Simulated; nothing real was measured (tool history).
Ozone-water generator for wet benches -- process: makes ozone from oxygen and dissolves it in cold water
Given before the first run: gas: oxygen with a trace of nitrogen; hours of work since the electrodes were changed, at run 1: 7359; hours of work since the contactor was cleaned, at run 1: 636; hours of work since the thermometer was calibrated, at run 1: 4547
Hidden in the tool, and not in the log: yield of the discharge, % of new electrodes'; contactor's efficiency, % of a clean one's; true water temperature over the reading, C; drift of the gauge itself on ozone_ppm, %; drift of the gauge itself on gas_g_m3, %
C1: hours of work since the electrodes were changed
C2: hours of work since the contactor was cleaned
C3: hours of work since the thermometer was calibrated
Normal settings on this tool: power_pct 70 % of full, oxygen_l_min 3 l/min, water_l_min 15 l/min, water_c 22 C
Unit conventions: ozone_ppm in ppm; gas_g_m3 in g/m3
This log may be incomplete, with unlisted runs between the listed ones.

Run 1, hour 0: usual settings; C1 7359; C2 636; C3 4547. Result: ozone_ppm 13.9 ppm, gas_g_m3 162.4 g/m3.
Run 2, hour 116: usual settings but water_l_min 11 l/min; C1 7474; C2 750; C3 4661. Result: ozone_ppm 17.6 ppm, gas_g_m3 161.6 g/m3.
Run 3, hour 256.4: usual settings but water_l_min 11 l/min; C1 7612; C2 889; C3 4800. Result: ozone_ppm 17.5 ppm, gas_g_m3 161.7 g/m3.
Run 4, hour 401.6: usual settings; C1 7755; C2 1032; C3 4943. Result: ozone_ppm 13.9 ppm, gas_g_m3 160.4 g/m3.
Run 5, hour 554.4: usual settings; C1 7906; C2 1183; C3 5094. Result: ozone_ppm 13.6 ppm, gas_g_m3 158.6 g/m3.
Run 6, hour 679.2: usual settings; C1 8029; C2 1306; C3 5217. Result: ozone_ppm 13.4 ppm, gas_g_m3 158.6 g/m3.
Run 7, hour 785.7: usual settings; C1 8135; C2 1411; C3 5322. Result: ozone_ppm 13.3 ppm, gas_g_m3 156.5 g/m3.
Run 8, hour 871.6: usual settings; C1 8219; C2 1496; C3 5407. Result: ozone_ppm 13.3 ppm, gas_g_m3 157 g/m3.
Run 9, hour 1014.7: usual settings but power_pct 67 % of full, oxygen_l_min 3.92 l/min, water_l_min 11 l/min, water_c 21 C; C1 8360; C2 1637; C3 5548. Result: ozone_ppm 16.9 ppm, gas_g_m3 135.5 g/m3.
Run 10, hour 1167: usual settings but power_pct 67 % of full, oxygen_l_min 4.96 l/min, water_l_min 23 l/min, water_c 21 C; C1 8511; C2 1788; C3 5698. Result: ozone_ppm 10.1 ppm, gas_g_m3 124.3 g/m3.
Run 11, hour 1316.7: usual settings but power_pct 67 % of full, oxygen_l_min 3.73 l/min, water_l_min 21 l/min, water_c 15 C; C1 8659; C2 1935; C3 5846. Result: ozone_ppm 11.1 ppm, gas_g_m3 138.1 g/m3.
At hour 1437.7: water thermometer calibrated.
Run 12, hour 1471.2: usual settings but power_pct 66 % of full, oxygen_l_min 1.78 l/min, water_l_min 21 l/min, water_c 15 C; C1 8810; C2 2087; C3 33. Result: ozone_ppm 8.4 ppm, gas_g_m3 180.7 g/m3.
Run 13, hour 1616.6: usual settings but power_pct 66 % of full, oxygen_l_min 3.51 l/min, water_l_min 21 l/min, water_c 15 C; C1 8954; C2 2231; C3 177. Result: ozone_ppm 10.6 ppm, gas_g_m3 137.8 g/m3.
At hour 1755.3: electrodes of the discharge changed.
Run 14, hour 1771.3: usual settings but power_pct 66 % of full, oxygen_l_min 3.51 l/min, water_l_min 21 l/min, water_c 15 C; C1 16; C2 2377; C3 323. Result: ozone_ppm 14.4 ppm, gas_g_m3 185.6 g/m3.
Run 15, hour 1904.2: usual settings but power_pct 45 % of full, oxygen_l_min 3.51 l/min, water_l_min 18 l/min, water_c 15 C; C1 147; C2 2509; C3 454. Result: ozone_ppm 11.5 ppm, gas_g_m3 131.7 g/m3.

Alternative continuations, all from the tool just after run 15; predict every row:
Run A, hour 2053.8: usual settings but water_l_min 10 l/min; C1 295; C2 2656; C3 602. Result: ozone_ppm ?, gas_g_m3 ?.
Run B, hour 2053.8: usual settings but power_pct 45 % of full, oxygen_l_min 4.72 l/min, water_l_min 18 l/min, water_c 30 C; C1 295; C2 2656; C3 602. Result: ozone_ppm ?, gas_g_m3 ?.
Run C, hour 2053.8: usual settings but power_pct 45 % of full, oxygen_l_min 3.69 l/min, water_l_min 18 l/min, water_c 20 C; C1 295; C2 2656; C3 602. Result: ozone_ppm ?, gas_g_m3 ?.
Run D, hour 2053.8: usual settings but power_pct 43 % of full, oxygen_l_min 3.75 l/min, water_l_min 11 l/min, water_c 15 C; C1 295; C2 2656; C3 602. Result: ozone_ppm ?, gas_g_m3 ?.
Run E, hour 2053.8: usual settings but power_pct 45 % of full, oxygen_l_min 4.6 l/min, water_l_min 11 l/min, water_c 15 C; C1 295; C2 2656; C3 602. Result: ozone_ppm ?, gas_g_m3 ?.

run  ozone_ppm  gas_g_m3
  A       23.4     209.5
  B        9.6     116.3
  C       10.7     127.7
  D       16.4     122.6
  E         17     117.2
Had the tool no hidden state, the same runs would have come out as:
run  ozone_ppm  gas_g_m3
  A         24     210.7
  B        9.9     116.7
  C         11     128.1
  D       16.7       123
  E       17.4     117.6
